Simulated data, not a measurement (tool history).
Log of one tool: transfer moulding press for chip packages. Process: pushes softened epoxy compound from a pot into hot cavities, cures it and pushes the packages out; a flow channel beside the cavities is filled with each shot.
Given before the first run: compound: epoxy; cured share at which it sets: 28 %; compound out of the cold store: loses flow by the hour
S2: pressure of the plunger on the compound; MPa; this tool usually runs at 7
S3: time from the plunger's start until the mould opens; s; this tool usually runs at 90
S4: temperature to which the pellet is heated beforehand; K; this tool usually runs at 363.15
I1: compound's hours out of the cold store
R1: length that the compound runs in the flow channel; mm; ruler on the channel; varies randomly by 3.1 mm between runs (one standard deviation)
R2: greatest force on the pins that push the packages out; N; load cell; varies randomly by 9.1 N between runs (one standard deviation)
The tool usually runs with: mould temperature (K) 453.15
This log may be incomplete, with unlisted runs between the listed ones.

run 1 day=0 | mould_temperature_(K)=453.15 S2=7 S3=90 S4=363.15 | I1=28.9 | R1=844 R2=407
run 2 day=0.875 | mould_temperature_(K)=453.15 S2=7.18 S3=90 S4=363.15 | I1=46.6 | R1=804 R2=394
run 3 day=2.158 | mould_temperature_(K)=453.15 S2=7.18 S3=90 S4=363.15 | I1=39.2 | R1=822 R2=409
-- day=2.75 cavities cleaned with cleaning compound and waxed
run 4 day=3.192 | mould_temperature_(K)=453.15 S2=7.18 S3=90 S4=363.15 | I1=45.8 | R1=806 R2=397
run 5 day=3.962 | mould_temperature_(K)=453.15 S2=7 S3=90 S4=363.15 | I1=28.8 | R1=855 R2=412
run 6 day=4.967 | mould_temperature_(K)=453.15 S2=7 S3=90 S4=363.15 | I1=42.2 | R1=805 R2=394
run 7 day=5.792 | mould_temperature_(K)=453.15 S2=7 S3=90 S4=363.15 | I1=21.1 | R1=874 R2=406
-- day=5.929 cavities cleaned with cleaning compound and waxed
run 8 day=7.304 | mould_temperature_(K)=448.15 S2=7 S3=90 S4=363.15 | I1=46.7 | R1=806 R2=484
-- day=7.992 plunger's sealing rings changed
run 9 day=8.271 | mould_temperature_(K)=453.15 S2=7 S3=120 S4=363.15 | I1=30.7 | R1=839 R2=339
run 10 day=8.946 | mould_temperature_(K)=453.15 S2=7 S3=120 S4=363.15 | I1=44.4 | R1=803 R2=320
-- day=9.254 cavities cleaned with cleaning compound and waxed
run 11 day=9.675 | mould_temperature_(K)=453.15 S2=7 S3=120 S4=363.15 | I1=20.9 | R1=871 R2=332
run 12 day=10.462 | mould_temperature_(K)=453.15 S2=7 S3=120 S4=363.15 | I1=9.8 | R1=903 R2=332
run 13 day=11.583 | mould_temperature_(K)=453.15 S2=7 S3=90 S4=363.15 | I1=44.5 | R1=798 R2=401
-- day=12.483 cavities cleaned with cleaning compound and waxed
run 14 day=12.912 | mould_temperature_(K)=453.15 S2=7 S3=90 S4=363.15 | I1=31.8 | R1=838 R2=392
run 15 day=14.112 | mould_temperature_(K)=456.15 S2=7.86 S3=90 S4=370.15 | I1=16.6 | R1=930 R2=365
-- day=15.612 cavities cleaned with cleaning compound and waxed
run 16 day=15.729 | mould_temperature_(K)=453.15 S2=7 S3=90 S4=372.15 | I1=44.7 | R1=798 R2=391
run 17 day=17.283 | mould_temperature_(K)=453.15 S2=7 S3=123 S4=363.15 | I1=10.3 | R1=910 R2=324
run 18 day=18.158 | mould_temperature_(K)=453.15 S2=7 S3=123 S4=363.15 | I1=33 | R1=832 R2=322
-- day=18.821 plunger's sealing rings changed
-- day=18.883 cavities cleaned with cleaning compound and waxed
run 19 day=19.038 | mould_temperature_(K)=446.15 S2=7 S3=90 S4=362.15 | I1=16.4 | R1=906 R2=624
run 20 day=20.483 | mould_temperature_(K)=446.15 S2=6.49 S3=100 S4=363.15 | I1=11.6 | R1=886 R2=525
run 21 day=21.6 | mould_temperature_(K)=453.15 S2=5.49 S3=106 S4=363.15 | I1=45.1 | R1=710 R2=345
-- day=22.05 cavities cleaned with cleaning compound and waxed
run 22 day=22.862 | mould_temperature_(K)=453.15 S2=8.72 S3=126 S4=363.15 | I1=31.5 | R1=936 R2=318
run 23 day=23.825 | mould_temperature_(K)=461.15 S2=6.38 S3=90 S4=363.15 | I1=36.2 | R1=768 R2=333
run 24 day=24.583 | mould_temperature_(K)=461.15 S2=6.38 S3=90 S4=363.15 | I1=27.3 | R1=795 R2=327
-- day=25.183 cavities cleaned with cleaning compound and waxed
run 25 day=25.933 | mould_temperature_(K)=460.15 S2=7 S3=90 S4=363.15 | I1=20.5 | R1=857 R2=337
run 26 day=26.708 | mould_temperature_(K)=460.15 S2=7 S3=110 S4=363.15 | I1=18.4 | R1=865 R2=322
run 27 day=27.912 | mould_temperature_(K)=460.15 S2=7 S3=110 S4=363.15 | I1=36.3 | R1=812 R2=315

Branching from run 27: 3 alternative next runs. What would each branch give?
-- day=28.371 cavities cleaned with cleaning compound and waxed
run A day=28.842 | mould_temperature_(K)=453.15 S2=7 S3=90 S4=365.15 | I1=45.7 | R1=? R2=?
-- day=28.371 cavities cleaned with cleaning compound and waxed
run B day=28.842 | mould_temperature_(K)=459.15 S2=7.67 S3=110 S4=363.15 | I1=38.9 | R1=? R2=?
-- day=28.371 cavities cleaned with cleaning compound and waxed
run C day=28.842 | mould_temperature_(K)=453.15 S2=7 S3=90 S4=364.15 | I1=8.2 | R1=? R2=?

run=A R1=795 R2=393
run=B R1=839 R2=328
run=C R1=915 R2=423
Take away the tool's hidden state, keep each run's random variation, and the runs would have read:
run=A R1=795 R2=392
run=B R1=839 R2=327
run=C R1=915 R2=422
